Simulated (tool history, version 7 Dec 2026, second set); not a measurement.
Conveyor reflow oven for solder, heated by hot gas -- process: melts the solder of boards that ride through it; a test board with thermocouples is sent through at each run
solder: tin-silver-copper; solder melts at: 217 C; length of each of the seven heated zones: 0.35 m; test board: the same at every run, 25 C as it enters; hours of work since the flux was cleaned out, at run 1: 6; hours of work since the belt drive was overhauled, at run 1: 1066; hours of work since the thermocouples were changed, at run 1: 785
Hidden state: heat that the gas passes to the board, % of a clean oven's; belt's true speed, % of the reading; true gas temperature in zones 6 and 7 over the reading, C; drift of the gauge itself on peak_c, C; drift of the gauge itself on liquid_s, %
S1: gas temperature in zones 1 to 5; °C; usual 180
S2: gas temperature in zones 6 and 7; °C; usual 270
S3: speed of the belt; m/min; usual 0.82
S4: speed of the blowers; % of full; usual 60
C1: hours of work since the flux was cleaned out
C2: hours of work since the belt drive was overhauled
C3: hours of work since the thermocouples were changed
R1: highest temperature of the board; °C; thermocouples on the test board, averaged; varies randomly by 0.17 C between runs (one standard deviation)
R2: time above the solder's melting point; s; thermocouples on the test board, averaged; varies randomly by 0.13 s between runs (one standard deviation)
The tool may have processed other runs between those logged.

| run | hour | S1 | S2 | S3 | S4 | C1 | C2 | C3 | R1 | R2 |
|---|---|---|---|---|---|---|---|---|---|---|
| 1 | 0 | 180 | 270 | 0.82 | 60 | 6 | 1066 | 785 | 256.4 | 42.1 |
| 2 | 49.7 | 180 | 270 | 0.82 | 60 | 44 | 1104 | 823 | 256 | 42.1 |
| 3 | 78 | 180 | 270 | 0.714 | 60 | 65 | 1126 | 844 | 259.9 | 50.8 |
| 4 | 130.9 | 180 | 270 | 0.851 | 60 | 106 | 1166 | 885 | 254.8 | 39.9 |
| 5 | 176.6 | 180 | 270 | 0.851 | 60 | 140 | 1201 | 919 | 254.4 | 39.6 |
| 6 | 217.4 | 180 | 270 | 0.851 | 60 | 172 | 1232 | 950 | 254.5 | 39.6 |
| 7 | 261.1 | 180 | 270 | 0.82 | 62 | 205 | 1265 | 984 | 255.8 | 42.1 |
|  | 288.9 | thermocouples of zones 6 and 7 changed |
| 8 | 290.9 | 180 | 270 | 0.82 | 60 | 226 | 1286 | 1 | 252.6 | 40.3 |
| 9 | 320.1 | 180 | 270 | 0.82 | 60 | 248 | 1308 | 24 | 252.6 | 40.3 |
| 10 | 366.7 | 183 | 270 | 0.82 | 60 | 284 | 1344 | 59 | 253.3 | 41.3 |
| 11 | 390.1 | 183 | 270 | 0.82 | 60 | 302 | 1362 | 77 | 252.7 | 41.3 |
| 12 | 431.2 | 180 | 270 | 0.82 | 87 | 333 | 1393 | 108 | 257.1 | 43.1 |
| 13 | 465.4 | 180 | 270 | 0.82 | 87 | 359 | 1419 | 134 | 257.2 | 43.5 |
| 14 | 511.1 | 180 | 270 | 0.82 | 87 | 394 | 1454 | 169 | 256.9 | 43.2 |
| 15 | 557.7 | 180 | 270 | 0.946 | 60 | 429 | 1489 | 205 | 246.5 | 31.1 |
|  | 593.4 | flux residue cleaned out of gas plates and filters |
| 16 | 606.8 | 180 | 283 | 0.688 | 60 | 10 | 1523 | 238 | 271.4 | 57.5 |
| 17 | 651.9 | 180 | 284 | 0.688 | 77 | 45 | 1557 | 273 | 275.7 | 58.6 |
| 18 | 694 | 182 | 285 | 0.82 | 55 | 77 | 1589 | 305 | 266.2 | 46.7 |
| 19 | 734.8 | 180 | 268 | 0.82 | 67 | 108 | 1620 | 336 | 254.5 | 42 |
| 20 | 772.3 | 180 | 268 | 0.82 | 67 | 136 | 1649 | 364 | 254.2 | 41.6 |
| 21 | 827 | 180 | 270 | 0.976 | 67 | 178 | 1690 | 406 | 250 | 32.4 |
| 22 | 866.8 | 180 | 270 | 0.976 | 67 | 208 | 1721 | 436 | 249.6 | 32.3 |
| 23 | 891 | 180 | 270 | 0.976 | 67 | 227 | 1739 | 455 | 249.5 | 32.3 |
|  | 909.2 | belt drive overhauled, speed set with a stopwatch |
| 24 | 939.1 | 171 | 270 | 0.82 | 87 | 260 | 23 | 488 | 256.9 | 40 |
| 25 | 967.2 | 171 | 270 | 0.82 | 87 | 282 | 44 | 509 | 256.7 | 39.9 |
| 26 | 1008.9 | 194 | 270 | 0.82 | 87 | 313 | 76 | 541 | 260.3 | 47.3 |
| 27 | 1037.4 | 180 | 269 | 0.784 | 60 | 335 | 98 | 563 | 253.4 | 41.9 |
| 28 | 1090 | 187 | 269 | 0.9 | 55 | 375 | 138 | 603 | 248.4 | 34.5 |

Table of differences, measured result less the result of that run with no hidden state. Run-to-run variation is the same in both. Gauge scatter possibly is not:
| run | R1 | R2 |
|---|---|---|
| 1 | +2.8 | +2 |
| 2 | +2.7 | +2 |
| 3 | +2.6 | +2.1 |
| 4 | +2.4 | +1.8 |
| 5 | +2.3 | +1.7 |
| 6 | +2.1 | +1.6 |
| 7 | +2 | +1.6 |
| 8 | -0.8 | +0.3 |
| 9 | -1 | +0.3 |
| 10 | -1 | +0.2 |
| 11 | -1.1 | +0.2 |
| 12 | -1.5 | +0.2 |
| 13 | -1.7 | +0.1 |
| 14 | -1.8 | +0 |
| 15 | -2.1 | -0.8 |
| 16 | +1.3 | +1.9 |
| 17 | +1.1 | +1.8 |
| 18 | +1.2 | +1.7 |
| 19 | +0.9 | +1.6 |
| 20 | +0.8 | +1.5 |
| 21 | +0.4 | +1 |
| 22 | +0.3 | +0.9 |
| 23 | +0.1 | +0.8 |
| 24 | -0.9 | -0.7 |
| 25 | -1 | -0.8 |
| 26 | -0.5 | -0.3 |
| 27 | -0.8 | -0.7 |
| 28 | -1.2 | -1 |

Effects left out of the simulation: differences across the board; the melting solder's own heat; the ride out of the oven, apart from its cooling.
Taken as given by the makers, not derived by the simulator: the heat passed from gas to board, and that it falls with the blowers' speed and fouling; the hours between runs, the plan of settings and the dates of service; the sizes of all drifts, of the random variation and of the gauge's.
